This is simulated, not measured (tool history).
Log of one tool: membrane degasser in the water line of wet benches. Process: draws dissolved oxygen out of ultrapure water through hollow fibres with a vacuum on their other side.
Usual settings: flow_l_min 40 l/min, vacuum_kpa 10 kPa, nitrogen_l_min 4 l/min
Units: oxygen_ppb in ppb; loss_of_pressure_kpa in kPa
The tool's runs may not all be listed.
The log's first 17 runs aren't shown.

Run 18, hour 972.7: usual settings. Result: oxygen_ppb 257 ppb, loss_of_pressure_kpa 35.18 kPa.
Run 19, hour 1054.9: usual settings but flow_l_min 32 l/min, nitrogen_l_min 3.91 l/min. Result: oxygen_ppb 170.4 ppb, loss_of_pressure_kpa 28.13 kPa.
Run 20, hour 1124.3: usual settings but flow_l_min 32 l/min, nitrogen_l_min 3.91 l/min. Result: oxygen_ppb 171.6 ppb, loss_of_pressure_kpa 28.07 kPa.
Run 21, hour 1200.1: usual settings but flow_l_min 38 l/min, nitrogen_l_min 3.91 l/min. Result: oxygen_ppb 237.8 ppb, loss_of_pressure_kpa 33.21 kPa.
Run 22, hour 1246.8: usual settings but flow_l_min 35 l/min, vacuum_kpa 6.7 kPa, nitrogen_l_min 3.91 l/min. Result: oxygen_ppb 133.2 ppb, loss_of_pressure_kpa 30.68 kPa.
Run 23, hour 1303.3: usual settings but flow_l_min 61 l/min, vacuum_kpa 6.7 kPa, nitrogen_l_min 3.91 l/min. Result: oxygen_ppb 526 ppb, loss_of_pressure_kpa 53.48 kPa.
Run 24, hour 1365.2: usual settings but flow_l_min 60 l/min. Result: oxygen_ppb 602.9 ppb, loss_of_pressure_kpa 52.52 kPa.
Run 25, hour 1435.4: usual settings but flow_l_min 48 l/min, vacuum_kpa 20.7 kPa, nitrogen_l_min 7.48 l/min. Result: oxygen_ppb 449.1 ppb, loss_of_pressure_kpa 42.12 kPa.
Run 26, hour 1481.5: usual settings but flow_l_min 38 l/min, vacuum_kpa 20.7 kPa, nitrogen_l_min 7.48 l/min. Result: oxygen_ppb 293 ppb, loss_of_pressure_kpa 33.36 kPa.
Run 27, hour 1519: usual settings but flow_l_min 27 l/min, vacuum_kpa 22.7 kPa. Result: oxygen_ppb 323.7 ppb, loss_of_pressure_kpa 23.63 kPa.
Run 28, hour 1556.3: usual settings but flow_l_min 49 l/min, vacuum_kpa 17.2 kPa, nitrogen_l_min 3.12 l/min. Result: oxygen_ppb 671.9 ppb, loss_of_pressure_kpa 43.04 kPa.
Run 29, hour 1629.8: usual settings but nitrogen_l_min 2.19 l/min. Result: oxygen_ppb 373.6 ppb, loss_of_pressure_kpa 35.21 kPa.
Run 30, hour 1673.6: usual settings but nitrogen_l_min 2.19 l/min. Result: oxygen_ppb 371.7 ppb, loss_of_pressure_kpa 35.11 kPa.
Run 31, hour 1716.4: usual settings but nitrogen_l_min 2.19 l/min. Result: oxygen_ppb 369.9 ppb, loss_of_pressure_kpa 35.08 kPa.
Run 32, hour 1771: usual settings but nitrogen_l_min 2.19 l/min. Result: oxygen_ppb 373.4 ppb, loss_of_pressure_kpa 35.03 kPa.
Run 33, hour 1830.1: usual settings but nitrogen_l_min 2.19 l/min. Result: oxygen_ppb 374.8 ppb, loss_of_pressure_kpa 34.97 kPa.

3 ways to go on from here, each from the tool as it stands after run 33. What would each give?
Run A, hour 1883.3: usual settings but vacuum_kpa 16.5 kPa, nitrogen_l_min 2.19 l/min. Result: oxygen_ppb ?, loss_of_pressure_kpa ?.
Run B, hour 1883.3: usual settings but flow_l_min 25 l/min, vacuum_kpa 8.9 kPa, nitrogen_l_min 4.63 l/min. Result: oxygen_ppb ?, loss_of_pressure_kpa ?.
Run C, hour 1883.3: usual settings but vacuum_kpa 13 kPa, nitrogen_l_min 6.39 l/min. Result: oxygen_ppb ?, loss_of_pressure_kpa ?.

run  oxygen_ppb  loss_of_pressure_kpa
  A       613.3                 35.04
  B        86.6                 22.11
  C       246.1                 35.16
Without the tool's hidden state the same runs would have given:
run  oxygen_ppb  loss_of_pressure_kpa
  A         606                  34.8
  B        84.4                 21.96
  C       241.3                 34.92
